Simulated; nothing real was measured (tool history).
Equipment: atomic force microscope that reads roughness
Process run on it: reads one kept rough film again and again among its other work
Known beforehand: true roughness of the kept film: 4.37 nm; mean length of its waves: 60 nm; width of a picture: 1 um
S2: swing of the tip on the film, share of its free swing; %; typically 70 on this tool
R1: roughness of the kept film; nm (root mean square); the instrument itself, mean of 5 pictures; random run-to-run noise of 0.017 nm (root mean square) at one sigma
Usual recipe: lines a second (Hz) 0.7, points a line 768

{"run": 1, "hour": 0.0, "lines a second (Hz)": 0.7, "S2": 70, "points a line": 768, "R1": 3.837}
{"hour": 13.8, "done": "new tip fitted"}
{"run": 2, "hour": 39.4, "lines a second (Hz)": 2.31, "S2": 70, "points a line": 768, "R1": 3.802}
{"hour": 75.7, "done": "new tip fitted"}
{"run": 3, "hour": 89.4, "lines a second (Hz)": 2.31, "S2": 70, "points a line": 768, "R1": 3.875}
{"hour": 141.3, "done": "new tip fitted"}
{"run": 4, "hour": 149.2, "lines a second (Hz)": 0.526, "S2": 70, "points a line": 768, "R1": 4.079}
{"hour": 203.5, "done": "new tip fitted"}
{"run": 5, "hour": 203.5, "lines a second (Hz)": 0.526, "S2": 70, "points a line": 768, "R1": 4.123}
{"run": 6, "hour": 255.3, "lines a second (Hz)": 0.526, "S2": 70, "points a line": 768, "R1": 3.822}
{"hour": 265.7, "done": "new tip fitted"}
{"run": 7, "hour": 324.1, "lines a second (Hz)": 0.7, "S2": 70, "points a line": 480, "R1": 3.712}
{"hour": 329.7, "done": "new tip fitted"}
{"run": 8, "hour": 376.5, "lines a second (Hz)": 0.7, "S2": 70, "points a line": 480, "R1": 3.829}
{"hour": 392.8, "done": "new tip fitted"}
{"run": 9, "hour": 420.6, "lines a second (Hz)": 0.7, "S2": 70, "points a line": 480, "R1": 3.915}
{"hour": 453.4, "done": "new tip fitted"}
{"hour": 488.5, "done": "height scale calibrated on a step standard"}
{"run": 10, "hour": 488.5, "lines a second (Hz)": 0.7, "S2": 70, "points a line": 768, "R1": 3.93}
{"hour": 514.9, "done": "new tip fitted"}
{"run": 11, "hour": 527.3, "lines a second (Hz)": 0.7, "S2": 70, "points a line": 768, "R1": 4.075}
{"run": 12, "hour": 555.5, "lines a second (Hz)": 0.7, "S2": 70, "points a line": 768, "R1": 3.871}
{"hour": 580.8, "done": "new tip fitted"}
{"run": 13, "hour": 593.7, "lines a second (Hz)": 0.7, "S2": 70, "points a line": 768, "R1": 4.042}
{"run": 14, "hour": 636.0, "lines a second (Hz)": 0.7, "S2": 70, "points a line": 768, "R1": 3.825}
{"hour": 641.1, "done": "new tip fitted"}
{"run": 15, "hour": 692.9, "lines a second (Hz)": 0.7, "S2": 70, "points a line": 768, "R1": 3.842}
{"hour": 703.4, "done": "new tip fitted"}
{"run": 16, "hour": 740.8, "lines a second (Hz)": 0.7, "S2": 70, "points a line": 768, "R1": 3.913}
{"hour": 764.2, "done": "new tip fitted"}
{"run": 17, "hour": 808.5, "lines a second (Hz)": 0.7, "S2": 70, "points a line": 768, "R1": 3.882}
{"hour": 824.6, "done": "new tip fitted"}
{"run": 18, "hour": 876.3, "lines a second (Hz)": 0.7, "S2": 70, "points a line": 420, "R1": 3.819}
{"hour": 886.8, "done": "new tip fitted"}
{"run": 19, "hour": 910.1, "lines a second (Hz)": 0.7, "S2": 70, "points a line": 420, "R1": 4.021}
{"hour": 949.0, "done": "new tip fitted"}
{"run": 20, "hour": 958.0, "lines a second (Hz)": 2.641, "S2": 90, "points a line": 987, "R1": 3.531}
{"run": 21, "hour": 1006.4, "lines a second (Hz)": 0.843, "S2": 85, "points a line": 414, "R1": 3.655}
{"hour": 1011.2, "done": "new tip fitted"}
{"run": 22, "hour": 1038.9, "lines a second (Hz)": 0.843, "S2": 85, "points a line": 414, "R1": 3.832}
{"hour": 1074.5, "done": "new tip fitted"}
{"run": 23, "hour": 1084.4, "lines a second (Hz)": 3.027, "S2": 81, "points a line": 778, "R1": 3.647}
{"run": 24, "hour": 1131.1, "lines a second (Hz)": 0.7, "S2": 88, "points a line": 422, "R1": 3.68}
{"hour": 1137.7, "done": "new tip fitted"}
{"run": 25, "hour": 1172.2, "lines a second (Hz)": 0.7, "S2": 82, "points a line": 401, "R1": 3.861}
{"hour": 1199.4, "done": "new tip fitted"}
{"run": 26, "hour": 1222.3, "lines a second (Hz)": 0.7, "S2": 82, "points a line": 401, "R1": 3.91}
{"run": 27, "hour": 1255.4, "lines a second (Hz)": 1.348, "S2": 78, "points a line": 259, "R1": 3.694}
{"hour": 1261.5, "done": "new tip fitted"}
{"run": 28, "hour": 1309.7, "lines a second (Hz)": 1.348, "S2": 81, "points a line": 272, "R1": 3.695}
{"hour": 1325.5, "done": "new tip fitted"}
{"run": 29, "hour": 1347.5, "lines a second (Hz)": 1.698, "S2": 61, "points a line": 996, "R1": 3.956}
{"run": 30, "hour": 1380.8, "lines a second (Hz)": 1.091, "S2": 81, "points a line": 271, "R1": 3.664}
{"hour": 1387.3, "done": "new tip fitted"}
{"run": 31, "hour": 1419.7, "lines a second (Hz)": 1.091, "S2": 61, "points a line": 348, "R1": 3.939}
{"hour": 1451.8, "done": "new tip fitted"}
{"run": 32, "hour": 1457.1, "lines a second (Hz)": 1.476, "S2": 81, "points a line": 785, "R1": 3.91}
{"hour": 1512.4, "done": "new tip fitted"}
{"run": 33, "hour": 1522.0, "lines a second (Hz)": 1.476, "S2": 81, "points a line": 785, "R1": 3.87}
{"run": 34, "hour": 1570.6, "lines a second (Hz)": 1.476, "S2": 81, "points a line": 785, "R1": 3.624}
{"hour": 1575.7, "done": "new tip fitted"}
{"run": 35, "hour": 1619.0, "lines a second (Hz)": 1.842, "S2": 81, "points a line": 785, "R1": 3.609}
{"hour": 1638.4, "done": "new tip fitted"}
{"run": 36, "hour": 1653.2, "lines a second (Hz)": 2.842, "S2": 75, "points a line": 417, "R1": 3.72}
{"run": 37, "hour": 1691.5, "lines a second (Hz)": 2.842, "S2": 75, "points a line": 417, "R1": 3.55}
{"hour": 1701.5, "done": "new tip fitted"}
{"run": 38, "hour": 1728.5, "lines a second (Hz)": 0.952, "S2": 58, "points a line": 339, "R1": 3.966}

Consider 4 possible next runs. They are alternatives, not a sequence: every one starts from the tool as it was left by run 38. What does each give?
{"hour": 1765.1, "done": "new tip fitted"}
{"run": "A", "hour": 1773.1, "lines a second (Hz)": 0.7, "S2": 79, "points a line": 522, "R1": "?"}
{"hour": 1765.1, "done": "new tip fitted"}
{"run": "B", "hour": 1773.1, "lines a second (Hz)": 1.803, "S2": 70, "points a line": 341, "R1": "?"}
{"hour": 1765.1, "done": "new tip fitted"}
{"run": "C", "hour": 1773.1, "lines a second (Hz)": 0.7, "S2": 70, "points a line": 715, "R1": "?"}
{"hour": 1765.1, "done": "new tip fitted"}
{"run": "D", "hour": 1773.1, "lines a second (Hz)": 0.7, "S2": 70, "points a line": 555, "R1": "?"}

run=A R1=4.041
run=B R1=3.973
run=C R1=4.092
run=D R1=4.063
Take away the tool's hidden state, keep each run's random variation, and the runs would have read:
run=A R1=4.115
run=B R1=4.046
run=C R1=4.167
run=D R1=4.138
